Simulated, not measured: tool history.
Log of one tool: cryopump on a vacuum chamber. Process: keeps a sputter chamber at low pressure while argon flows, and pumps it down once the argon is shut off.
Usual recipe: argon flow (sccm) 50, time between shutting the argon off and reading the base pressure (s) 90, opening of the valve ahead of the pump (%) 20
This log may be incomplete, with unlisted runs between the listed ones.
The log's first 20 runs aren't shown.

run   hour  argon flow (sccm)  time between shutting the argon off and reading the base pressure (s)  opening of the valve ahead of the pump (%)  hours of work since the pump was warmed up and emptied  hours of work since the cold head was overhauled  hours of work since the chamber's fittings were tightened  pressure while argon flows (Pa)  pressure after the wait (uPa)
 21  478.3                 32                                                                     40                                          20                                                     198                                              1300                                                        133                           0.1884                           1.15
 22  510.6                 27                                                                     26                                          53                                                     223                                              1325                                                        158                           0.0604                           1.62
 23  541.7                 27                                                                     26                                          53                                                     248                                              1349                                                        182                           0.0607                           1.64
 24  573.1                 50                                                                     26                                          34                                                     272                                              1374                                                        207                           0.1748                           1.65
 25  590.1                 50                                                                     26                                          34                                                     286                                              1388                                                        221                           0.1761                           1.67
 26  613.7                 50                                                                     26                                          34                                                     304                                              1406                                                        239                           0.1753                           1.70
 27  628.2                 31                                                                     26                                          31                                                     316                                              1418                                                        251                           0.1189                           1.69
 28  653.7                 63                                                                     90                                          20                                                     336                                              1438                                                        271                           0.3730                           0.75
 29  687.4                 78                                                                     65                                          22                                                     362                                              1464                                                        297                           0.4215                           0.96
 30  708.2                 78                                                                     65                                          22                                                     379                                              1481                                                        314                           0.4208                           0.93

Here are 4 independent what-if runs from the current tool condition. What would each one return?
  A  723.7                 62                                                                    171                                          17                                                     391                                              1493                                                        326                                ?                              ?
  B  723.7                 28                                                                     90                                          17                                                     391                                              1493                                                        326                                ?                              ?
  C  723.7                 78                                                                     65                                          33                                                     391                                              1493                                                        326                                ?                              ?
  D  723.7                 28                                                                    273                                          22                                                     391                                              1493                                                        326                                ?                              ?

run  pressure while argon flows (Pa)  pressure after the wait (uPa)
  A                           0.4316                           0.64
  B                           0.1948                           0.86
  C                           0.2826                           0.98
  D                           0.1513                           0.59
The same runs, with their run-to-run variation unchanged, on a tool lacking any hidden condition would have given:
run  pressure while argon flows (Pa)  pressure after the wait (uPa)
  A                           0.4267                           0.39
  B                           0.1925                           0.61
  C                           0.2764                           0.72
  D                           0.1491                           0.34

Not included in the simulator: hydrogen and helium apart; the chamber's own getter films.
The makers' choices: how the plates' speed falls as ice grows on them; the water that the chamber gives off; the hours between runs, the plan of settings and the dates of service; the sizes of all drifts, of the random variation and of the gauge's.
